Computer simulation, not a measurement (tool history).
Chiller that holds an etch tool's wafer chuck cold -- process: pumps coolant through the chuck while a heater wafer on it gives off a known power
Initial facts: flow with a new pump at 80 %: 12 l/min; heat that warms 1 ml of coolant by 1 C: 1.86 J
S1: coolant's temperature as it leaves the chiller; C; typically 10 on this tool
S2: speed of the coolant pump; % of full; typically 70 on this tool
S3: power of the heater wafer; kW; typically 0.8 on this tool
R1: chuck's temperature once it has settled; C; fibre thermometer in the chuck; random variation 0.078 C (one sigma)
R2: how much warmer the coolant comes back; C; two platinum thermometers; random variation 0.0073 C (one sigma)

| run | hour | S1 | S2 | S3 | R1 | R2 |
|---|---|---|---|---|---|---|
| 1 | 0 | 10 | 70 | 0.8 | 16.36 | 2.467 |
| 2 | 44.1 | 10 | 70 | 0.8 | 16.5 | 2.452 |
| 3 | 104.4 | 10 | 70 | 0.8 | 16.44 | 2.471 |
| 4 | 159.3 | 10 | 70 | 0.8 | 16.39 | 2.46 |
| 5 | 209.2 | 10 | 70 | 0.8 | 16.39 | 2.461 |
| 6 | 249 | 10 | 70 | 0.8 | 16.43 | 2.474 |
| 7 | 308.2 | 10 | 74 | 0.8 | 16.19 | 2.331 |
| 8 | 359.2 | 10 | 74 | 0.8 | 16.23 | 2.341 |
| 9 | 398.5 | 10 | 70 | 0.8 | 16.47 | 2.469 |
| 10 | 430.1 | 10 | 70 | 0.8 | 16.57 | 2.466 |
| 11 | 465.9 | 10 | 70 | 0.8 | 16.52 | 2.482 |
| 12 | 499.6 | 10 | 70 | 0.8 | 16.39 | 2.454 |
| 13 | 541.1 | 10 | 70 | 0.8 | 16.46 | 2.478 |
| 14 | 596 | 14 | 91 | 0.487 | 17.34 | 1.142 |
| 15 | 636.6 | 14 | 91 | 0.487 | 17.27 | 1.145 |
| 16 | 682.5 | 14 | 91 | 0.487 | 17.55 | 1.15 |
| 17 | 741.5 | 10 | 91 | 0.431 | 12.95 | 1.024 |
| 18 | 778 | 10 | 70 | 1.019 | 18.19 | 3.14 |
| 19 | 803.7 | 11 | 73 | 0.899 | 18.04 | 2.643 |
| 20 | 852.1 | 10 | 70 | 0.72 | 15.78 | 2.223 |
| 21 | 893.2 | 19 | 88 | 0.539 | 22.91 | 1.305 |
| 22 | 949.5 | 16 | 70 | 0.8 | 22.51 | 2.462 |
| 23 | 996.9 | 10 | 70 | 0.791 | 16.4 | 2.432 |

3 options for the next run, each taken on its own from the tool as it stands now. Forecast them:
| A | 1057.5 | 10 | 73 | 0.912 | ? | ? |
| B | 1057.5 | 9 | 70 | 0.409 | ? | ? |
| C | 1057.5 | 11 | 83 | 0.8 | ? | ? |

| run | R1 | R2 |
|---|---|---|
| A | 17.24 | 2.703 |
| B | 12.27 | 1.267 |
| C | 16.91 | 2.073 |
With the hidden condition removed and each run's random variation left untouched, the same runs would have given:
| run | R1 | R2 |
|---|---|---|
| A | 17.23 | 2.702 |
| B | 12.27 | 1.267 |
| C | 16.9 | 2.072 |

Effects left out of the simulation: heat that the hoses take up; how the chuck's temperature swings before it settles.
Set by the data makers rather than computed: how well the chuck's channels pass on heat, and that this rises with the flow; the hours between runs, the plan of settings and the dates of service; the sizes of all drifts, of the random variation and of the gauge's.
